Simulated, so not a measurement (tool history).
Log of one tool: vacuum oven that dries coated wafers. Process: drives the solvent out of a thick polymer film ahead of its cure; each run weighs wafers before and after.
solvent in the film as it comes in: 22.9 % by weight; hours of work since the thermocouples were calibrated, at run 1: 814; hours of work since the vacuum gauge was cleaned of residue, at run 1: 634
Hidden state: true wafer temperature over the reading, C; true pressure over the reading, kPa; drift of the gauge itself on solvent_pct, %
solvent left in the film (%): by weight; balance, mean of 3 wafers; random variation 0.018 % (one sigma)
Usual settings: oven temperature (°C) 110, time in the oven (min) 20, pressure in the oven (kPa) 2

run	hour	oven temperature (°C)	time in the oven (min)	pressure in the oven (kPa)	hours of work since the thermocouples were calibrated	hours of work since the vacuum gauge was cleaned of residue	solvent left in the film (%)
1	0	110	20	2	814	634	1.29
2	57.4	110	20	2	851	670	1.28
3	112.7	110	28	2	885	705	0.89
4	157.9	110	28	2	914	733	0.87
5	190.4	102	20	2	934	754	3.04
6	248.4	110	20	2.21	971	790	1.39
7	280.5	110	20	2	991	811	1.28
8	322.5	110	20	2	1018	837	1.26
9	384.8	123	20	2	1057	876	0.51
10	458.5	110	20	3.41	1103	923	1.72
11	526.2	110	20	3.41	1146	966	1.76
12	559.5	110	20	3.41	1167	987	1.74
13	629.3	110	15	1.54	1211	1031	1.82
14	665.6	112	16	7.67	1234	1053	3.14
15	710.7	101	20	4.54	1262	1082	4.27
16	776.1	102	32	4.3	1304	1123	2.54
17	825.7	102	32	4.3	1335	1154	2.51
18	874.6	110	10	2	1366	1185	3.64
19	941.9	120	23	4.06	1408	1228	1.06
20	1004.5	114	15	2	1448	1267	1.24
21	1074	104	15	1.03	1491	1311	3.18

Some steps in solvent left in the film (%) between neighbouring runs. How much of each would the tool show without its hidden state too (settings, what came in, random variation), and how much is left for the hidden state, with any gauge scatter that isn't in both results?
Run 4 -> 5: oven temperature (°C) 110 -> 102, time in the oven (min) 28 -> 20. solvent left in the film (%) +2.17: hidden state -0.31, all else +2.48.
Run 18 -> 19: oven temperature (°C) 110 -> 120, time in the oven (min) 10 -> 23, pressure in the oven (kPa) 2 -> 4.06. solvent left in the film (%) -2.58: hidden state +0.58, all else -3.16.
Run 20 -> 21: oven temperature (°C) 114 -> 104, pressure in the oven (kPa) 2 -> 1.03. solvent left in the film (%) +1.94: hidden state -0.41, all else +2.35.

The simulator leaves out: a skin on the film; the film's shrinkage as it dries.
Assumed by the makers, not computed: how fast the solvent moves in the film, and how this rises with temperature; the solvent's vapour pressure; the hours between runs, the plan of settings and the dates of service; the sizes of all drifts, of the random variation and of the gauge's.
